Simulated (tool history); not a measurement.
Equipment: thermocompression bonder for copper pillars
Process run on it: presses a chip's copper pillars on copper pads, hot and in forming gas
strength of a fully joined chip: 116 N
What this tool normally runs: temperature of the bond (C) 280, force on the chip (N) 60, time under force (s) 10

| run | hour | temperature of the bond (C) | force on the chip (N) | time under force (s) | force that shears a chip off (N) |
|---|---|---|---|---|---|
| 1 | 0 | 280 | 60 | 10 | 67.3 |
| 2 | 42.9 | 280 | 60 | 10 | 66.7 |
| 3 | 80.5 | 280 | 70 | 10 | 73.7 |
| 4 | 118.4 | 280 | 60 | 12 | 69.8 |
| 5 | 167.3 | 280 | 60 | 12 | 68.2 |
|  | 206.8 | forming gas filter changed |
| 6 | 234.7 | 280 | 60 | 12 | 73.4 |
| 7 | 300.7 | 280 | 72 | 12 | 79.2 |
| 8 | 367.2 | 280 | 60 | 10 | 66.6 |
| 9 | 428.3 | 280 | 60 | 10 | 65.7 |
| 10 | 493.5 | 280 | 60 | 10 | 63.9 |
| 11 | 528.5 | 303 | 60 | 10 | 74.1 |
|  | 578.7 | forming gas filter changed |
| 12 | 584.5 | 283 | 60 | 10 | 71.2 |
| 13 | 618.2 | 303 | 60 | 10 | 80.5 |
| 14 | 660 | 280 | 60 | 10 | 67.3 |
| 15 | 731.1 | 280 | 60 | 10 | 66.3 |
| 16 | 784.7 | 276 | 60 | 10 | 64.1 |
|  | 827.4 | force cell calibrated |
| 17 | 830.8 | 276 | 60 | 10 | 59 |
| 18 | 865.9 | 276 | 60 | 10 | 58.7 |
| 19 | 939.2 | 276 | 60 | 10 | 57.8 |
|  | 949.9 | forming gas filter changed |
| 20 | 984.5 | 280 | 60 | 5 | 52.8 |
| 21 | 1020 | 280 | 60 | 5 | 50.7 |
| 22 | 1074.4 | 280 | 60 | 5 | 49.1 |
| 23 | 1122.8 | 262 | 60 | 10 | 55.1 |
| 24 | 1167.8 | 262 | 60 | 10 | 54.1 |
| 25 | 1230.2 | 270 | 60 | 26 | 72.5 |
| 26 | 1299.4 | 270 | 60 | 26 | 71.8 |
|  | 1323.1 | forming gas filter changed |
| 27 | 1337.8 | 277 | 40 | 10 | 43.7 |
| 28 | 1401.7 | 277 | 69 | 10 | 69.2 |
| 29 | 1433.8 | 291 | 69 | 10 | 76 |
|  | 1472.2 | heater calibrated with a thermocouple chip |
| 30 | 1510.4 | 291 | 69 | 10 | 78.7 |
| 31 | 1560.6 | 289 | 80 | 10 | 84.5 |
| 32 | 1634.8 | 279 | 81 | 9 | 75.7 |
| 33 | 1672.5 | 279 | 52 | 12 | 60.8 |
|  | 1695.2 | forming gas filter changed |
| 34 | 1735.5 | 279 | 52 | 12 | 63.5 |
| 35 | 1805.7 | 300 | 60 | 19 | 89.8 |
| 36 | 1874.8 | 272 | 78 | 16 | 82.2 |
| 37 | 1932.1 | 260 | 60 | 29 | 76.9 |
| 38 | 1981.4 | 306 | 72 | 13 | 89.2 |

What if the next run were any one of these 3? Each begins from the tool's condition after run 38:
| A | 2022.3 | 272 | 66 | 10 | ? |
| B | 2022.3 | 301 | 87 | 13 | ? |
| C | 2022.3 | 293 | 46 | 29 | ? |

| run | force that shears a chip off (N) |
|---|---|
| A | 62.7 |
| B | 93.7 |
| C | 77.3 |
Without the tool's unlogged condition, the same runs would have read:
| run | force that shears a chip off (N) |
|---|---|
| A | 68 |
| B | 101.8 |
| C | 83.8 |
